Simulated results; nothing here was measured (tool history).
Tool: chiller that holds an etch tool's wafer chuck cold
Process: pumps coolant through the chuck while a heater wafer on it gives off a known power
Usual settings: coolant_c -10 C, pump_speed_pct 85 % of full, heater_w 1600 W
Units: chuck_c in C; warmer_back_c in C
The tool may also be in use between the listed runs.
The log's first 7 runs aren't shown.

| run | day | coolant_c | pump_speed_pct | heater_w | chuck_c | warmer_back_c |
|---|---|---|---|---|---|---|
| 8 | 37.117 | -10 | 85 | 1600 | 2.60 | 4.37 |
| 9 | 41.875 | -10 | 85 | 1600 | 2.57 | 4.36 |
| 10 | 46.917 | -10 | 85 | 1600 | 2.69 | 4.34 |
| 11 | 53.942 | -10 | 85 | 1600 | 2.55 | 4.38 |
| 12 | 62.162 | -10 | 85 | 1600 | 2.56 | 4.36 |
| 13 | 68.217 | -10 | 85 | 1646 | 2.91 | 4.50 |
|  | 69.204 | coolant changed, channels flushed |
| 14 | 72.412 | -10 | 85 | 1646 | 2.95 | 4.49 |
| 15 | 81.492 | -10 | 85 | 1646 | 2.93 | 4.49 |
| 16 | 86.217 | -3 | 85 | 1600 | 9.62 | 4.36 |
| 17 | 92.154 | -10 | 100 | 1975 | 3.73 | 4.54 |
| 18 | 97.183 | -9 | 71 | 1265 | 2.49 | 4.19 |
| 19 | 102.804 | -10 | 89 | 850 | -3.61 | 2.21 |
| 20 | 108.646 | -16 | 62 | 1555 | -0.50 | 5.94 |
| 21 | 113.825 | -7 | 85 | 1600 | 5.58 | 4.36 |
| 22 | 120.054 | -19 | 67 | 1233 | -7.30 | 4.33 |
| 23 | 124.271 | -19 | 67 | 1233 | -7.45 | 4.34 |
| 24 | 130.033 | -10 | 61 | 1089 | 1.05 | 4.22 |
| 25 | 135.888 | -20 | 65 | 2305 | 2.25 | 8.35 |
| 26 | 142.225 | -7 | 85 | 2035 | 8.98 | 5.55 |
| 27 | 148.767 | -7 | 64 | 1713 | 9.80 | 6.31 |
|  | 149.825 | coolant pump overhauled |
| 28 | 153.971 | -7 | 64 | 1713 | 9.73 | 6.32 |
| 29 | 163.075 | -10 | 95 | 1600 | 1.53 | 3.88 |
| 30 | 172.150 | -10 | 68 | 1600 | 4.99 | 5.53 |
| 31 | 179.175 | -9 | 68 | 917 | -0.44 | 3.18 |

Forecast each of these 5 alternatives for the next run:
| A | 184.433 | -10 | 92 | 952 | ? | ? |
| B | 184.433 | -10 | 83 | 1600 | ? | ? |
| C | 184.433 | -5 | 78 | 1600 | ? | ? |
| D | 184.433 | -10 | 67 | 2372 | ? | ? |
| E | 184.433 | -1 | 93 | 1413 | ? | ? |

| run | chuck_c | warmer_back_c |
|---|---|---|
| A | -2.90 | 2.38 |
| B | 2.79 | 4.47 |
| C | 8.51 | 4.79 |
| D | 12.30 | 8.31 |
| E | 9.38 | 3.51 |
Without the tool's hidden state the same runs would have given:
| run | chuck_c | warmer_back_c |
|---|---|---|
| A | -2.90 | 2.38 |
| B | 2.79 | 4.47 |
| C | 8.51 | 4.79 |
| D | 12.29 | 8.31 |
| E | 9.38 | 3.51 |
